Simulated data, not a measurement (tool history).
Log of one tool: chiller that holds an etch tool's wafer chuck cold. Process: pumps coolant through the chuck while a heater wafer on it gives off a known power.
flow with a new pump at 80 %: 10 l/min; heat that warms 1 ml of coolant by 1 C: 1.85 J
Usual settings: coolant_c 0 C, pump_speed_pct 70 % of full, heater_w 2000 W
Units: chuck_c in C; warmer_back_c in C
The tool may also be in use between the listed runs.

| run | hour | coolant_c | pump_speed_pct | heater_w | chuck_c | warmer_back_c |
|---|---|---|---|---|---|---|
| 1 | 0 | 0 | 70 | 2000 | 26.4 | 7.54 |
| 2 | 41.5 | 0 | 70 | 2000 | 26.5 | 7.56 |
| 3 | 61.8 | 0 | 70 | 2000 | 26.5 | 7.67 |
| 4 | 100.6 | 0 | 70 | 1107 | 15.1 | 4.25 |
| 5 | 122.6 | 0 | 70 | 1107 | 15.2 | 4.23 |
| 6 | 152.3 | 0 | 70 | 2000 | 26.7 | 7.59 |
| 7 | 179.7 | 0 | 82 | 2000 | 23.4 | 6.45 |
| 8 | 208.2 | 0 | 82 | 2000 | 23.3 | 6.56 |
| 9 | 237.6 | 0 | 82 | 2000 | 23.4 | 6.53 |
| 10 | 260.7 | 0 | 82 | 2000 | 23.4 | 6.55 |
| 11 | 300.7 | 7 | 82 | 2000 | 30.3 | 6.51 |
| 12 | 338.5 | 7 | 82 | 2000 | 30.5 | 6.54 |
| 13 | 359.4 | 7 | 82 | 2000 | 30.5 | 6.52 |
| 14 | 397.4 | 0 | 70 | 2784 | 37.2 | 10.64 |
|  | 406.5 | coolant pump overhauled |
| 15 | 436 | 0 | 70 | 2784 | 37.8 | 10.85 |
| 16 | 477.4 | -5 | 85 | 2000 | 18.4 | 6.46 |
| 17 | 521 | 2 | 66 | 1167 | 19.3 | 4.86 |
| 18 | 543.1 | 8 | 70 | 2500 | 42.2 | 9.73 |
| 19 | 589.2 | 1 | 99 | 2000 | 21.5 | 5.54 |
|  | 618.1 | chiller's thermometer calibrated |
| 20 | 630.5 | 1 | 99 | 2000 | 20.9 | 5.48 |
| 21 | 650.1 | 1 | 99 | 2000 | 20.9 | 5.56 |
|  | 689.4 | coolant pump overhauled, once more |
| 22 | 691.1 | 1 | 99 | 2000 | 19.9 | 5.25 |
| 23 | 725.7 | 1 | 99 | 2000 | 19.9 | 5.21 |
| 24 | 747.3 | 1 | 61 | 1711 | 25.7 | 7.25 |

5 ways to go on from here, each from the tool as it stands after run 24. What would each give?
| A | 769.6 | 1 | 61 | 2938 | ? | ? |
| B | 769.6 | 1 | 75 | 1426 | ? | ? |
| C | 769.6 | 0 | 77 | 1711 | ? | ? |
| D | 769.6 | -5 | 61 | 1711 | ? | ? |
| E | 769.6 | 7 | 80 | 2264 | ? | ? |

| run | chuck_c | warmer_back_c |
|---|---|---|
| A | 43.5 | 12.5 |
| B | 18.1 | 4.97 |
| C | 20.4 | 5.81 |
| D | 19.7 | 7.25 |
| E | 32.8 | 7.38 |
Without the tool's hidden state the same runs would have given:
| run | chuck_c | warmer_back_c |
|---|---|---|
| A | 40.8 | 12.53 |
| B | 17 | 4.98 |
| C | 19.1 | 5.82 |
| D | 18.1 | 7.26 |
| E | 31.2 | 7.4 |
